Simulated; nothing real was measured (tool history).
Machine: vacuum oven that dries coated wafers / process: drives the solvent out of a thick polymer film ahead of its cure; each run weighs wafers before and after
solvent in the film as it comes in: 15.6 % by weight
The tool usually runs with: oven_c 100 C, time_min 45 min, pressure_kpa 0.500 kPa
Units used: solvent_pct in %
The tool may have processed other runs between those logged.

run 1 hour=0.0 | oven_c=100 time_min=45 pressure_kpa=0.500 | solvent_pct=1.31
run 2 hour=16.1 | oven_c=100 time_min=63 pressure_kpa=0.500 | solvent_pct=0.71
run 3 hour=42.2 | oven_c=100 time_min=63 pressure_kpa=0.500 | solvent_pct=0.72
run 4 hour=61.4 | oven_c=100 time_min=63 pressure_kpa=0.334 | solvent_pct=0.59
run 5 hour=86.1 | oven_c=100 time_min=61 pressure_kpa=0.500 | solvent_pct=0.77
run 6 hour=98.8 | oven_c=100 time_min=45 pressure_kpa=0.500 | solvent_pct=1.33
run 7 hour=123.2 | oven_c=100 time_min=45 pressure_kpa=0.500 | solvent_pct=1.32
run 8 hour=147.0 | oven_c=100 time_min=45 pressure_kpa=0.500 | solvent_pct=1.32
run 9 hour=166.1 | oven_c=100 time_min=45 pressure_kpa=0.500 | solvent_pct=1.33
run 10 hour=182.6 | oven_c=100 time_min=45 pressure_kpa=0.500 | solvent_pct=1.30
run 11 hour=204.3 | oven_c=100 time_min=45 pressure_kpa=1.882 | solvent_pct=2.32
run 12 hour=224.3 | oven_c=100 time_min=47 pressure_kpa=0.500 | solvent_pct=1.24
run 13 hour=238.4 | oven_c=110 time_min=45 pressure_kpa=0.500 | solvent_pct=0.39
run 14 hour=264.4 | oven_c=110 time_min=45 pressure_kpa=0.500 | solvent_pct=0.41
run 15 hour=286.7 | oven_c=110 time_min=45 pressure_kpa=0.500 | solvent_pct=0.40
run 16 hour=298.6 | oven_c=110 time_min=30 pressure_kpa=0.500 | solvent_pct=0.87
run 17 hour=326.0 | oven_c=110 time_min=30 pressure_kpa=0.500 | solvent_pct=0.88
run 18 hour=349.7 | oven_c=110 time_min=30 pressure_kpa=0.500 | solvent_pct=0.89
run 19 hour=368.5 | oven_c=100 time_min=45 pressure_kpa=0.500 | solvent_pct=1.34
run 20 hour=388.1 | oven_c=100 time_min=45 pressure_kpa=0.499 | solvent_pct=1.30
run 21 hour=413.6 | oven_c=100 time_min=45 pressure_kpa=0.499 | solvent_pct=1.33
run 22 hour=436.3 | oven_c=100 time_min=45 pressure_kpa=0.499 | solvent_pct=1.31
run 23 hour=450.9 | oven_c=100 time_min=45 pressure_kpa=0.499 | solvent_pct=1.34
run 24 hour=463.6 | oven_c=100 time_min=45 pressure_kpa=0.499 | solvent_pct=1.32
run 25 hour=490.6 | oven_c=100 time_min=50 pressure_kpa=1.012 | solvent_pct=1.47
run 26 hour=512.3 | oven_c=100 time_min=50 pressure_kpa=0.476 | solvent_pct=1.06
run 27 hour=530.4 | oven_c=102 time_min=73 pressure_kpa=0.476 | solvent_pct=0.45
run 28 hour=551.7 | oven_c=102 time_min=73 pressure_kpa=0.476 | solvent_pct=0.46
run 29 hour=579.4 | oven_c=88 time_min=23 pressure_kpa=0.263 | solvent_pct=6.82
run 30 hour=597.5 | oven_c=89 time_min=59 pressure_kpa=1.780 | solvent_pct=3.97
run 31 hour=624.6 | oven_c=108 time_min=38 pressure_kpa=0.476 | solvent_pct=0.69
run 32 hour=639.9 | oven_c=108 time_min=22 pressure_kpa=1.186 | solvent_pct=2.34
run 33 hour=655.7 | oven_c=100 time_min=73 pressure_kpa=0.500 | solvent_pct=0.59
run 34 hour=683.3 | oven_c=100 time_min=73 pressure_kpa=0.500 | solvent_pct=0.57
run 35 hour=698.5 | oven_c=100 time_min=73 pressure_kpa=0.500 | solvent_pct=0.58
run 36 hour=714.2 | oven_c=107 time_min=73 pressure_kpa=1.123 | solvent_pct=0.71
run 37 hour=727.9 | oven_c=97 time_min=66 pressure_kpa=0.580 | solvent_pct=1.01
run 38 hour=755.7 | oven_c=102 time_min=26 pressure_kpa=0.500 | solvent_pct=2.68
run 39 hour=779.5 | oven_c=89 time_min=35 pressure_kpa=0.500 | solvent_pct=4.85
run 40 hour=796.4 | oven_c=113 time_min=59 pressure_kpa=0.500 | solvent_pct=0.25
run 41 hour=816.8 | oven_c=91 time_min=24 pressure_kpa=0.500 | solvent_pct=5.97
run 42 hour=835.2 | oven_c=101 time_min=34 pressure_kpa=0.500 | solvent_pct=1.95
run 43 hour=856.7 | oven_c=105 time_min=56 pressure_kpa=0.500 | solvent_pct=0.48
run 44 hour=868.8 | oven_c=105 time_min=44 pressure_kpa=0.500 | solvent_pct=0.74
run 45 hour=886.1 | oven_c=100 time_min=45 pressure_kpa=0.500 | solvent_pct=1.34
run 46 hour=908.0 | oven_c=105 time_min=48 pressure_kpa=1.009 | solvent_pct=0.97
run 47 hour=925.6 | oven_c=105 time_min=32 pressure_kpa=1.221 | solvent_pct=1.83

Missing from the log above: 1 entry noted between runs. For each, name the pair of listed runs it sits between and say how the tool's hidden condition differs from the listed run just before to the listed run just after:
From run 17 to run 18: oven's thermocouples calibrated (hour 348.4)
  true wafer temperature over the reading, C: 0.05 -> 0.01
